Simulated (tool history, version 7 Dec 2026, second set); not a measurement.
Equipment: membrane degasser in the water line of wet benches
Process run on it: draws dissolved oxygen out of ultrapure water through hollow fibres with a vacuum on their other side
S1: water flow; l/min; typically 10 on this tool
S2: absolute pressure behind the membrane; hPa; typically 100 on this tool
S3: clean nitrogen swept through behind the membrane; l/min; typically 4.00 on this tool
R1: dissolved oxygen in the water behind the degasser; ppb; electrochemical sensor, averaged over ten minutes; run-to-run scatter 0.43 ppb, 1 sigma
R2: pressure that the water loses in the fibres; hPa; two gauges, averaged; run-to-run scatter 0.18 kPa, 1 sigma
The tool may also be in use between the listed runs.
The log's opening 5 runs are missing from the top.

{"run": 6, "hour": 469.2, "S1": 10, "S2": 100, "S3": 4.0, "R1": 43.6, "R2": 327.2}
{"run": 7, "hour": 533.6, "S1": 10, "S2": 100, "S3": 4.0, "R1": 43.6, "R2": 327.4}
{"run": 8, "hour": 593.9, "S1": 10, "S2": 100, "S3": 4.0, "R1": 44.4, "R2": 325.6}
{"run": 9, "hour": 704.4, "S1": 10, "S2": 100, "S3": 4.0, "R1": 43.8, "R2": 323.7}
{"run": 10, "hour": 801.4, "S1": 10, "S2": 100, "S3": 4.0, "R1": 43.6, "R2": 325.7}
{"run": 11, "hour": 912.9, "S1": 10, "S2": 100, "S3": 4.0, "R1": 43.9, "R2": 324.3}
{"run": 12, "hour": 997.3, "S1": 10, "S2": 100, "S3": 4.0, "R1": 44.2, "R2": 321.6}
{"run": 13, "hour": 1047.3, "S1": 10, "S2": 100, "S3": 4.0, "R1": 43.7, "R2": 323.1}
{"run": 14, "hour": 1096.3, "S1": 10, "S2": 100, "S3": 4.0, "R1": 43.5, "R2": 323.4}
{"run": 15, "hour": 1169.7, "S1": 10, "S2": 100, "S3": 4.0, "R1": 43.8, "R2": 325.7}
{"run": 16, "hour": 1229.4, "S1": 10, "S2": 100, "S3": 4.0, "R1": 44.2, "R2": 323.6}

The next listed run, before its measurement:
{"run": 17, "hour": 1343.0, "S1": 15, "S2": 70, "S3": 9.24, "R1": "?", "R2": "?"}

Logged for run 17: R1 21.8 ppb, R2 479.6 hPa.
If the tool had no hidden condition, the same run with the same run-to-run variation would have returned R1 21.8 ppb, R2 486.0 hPa.
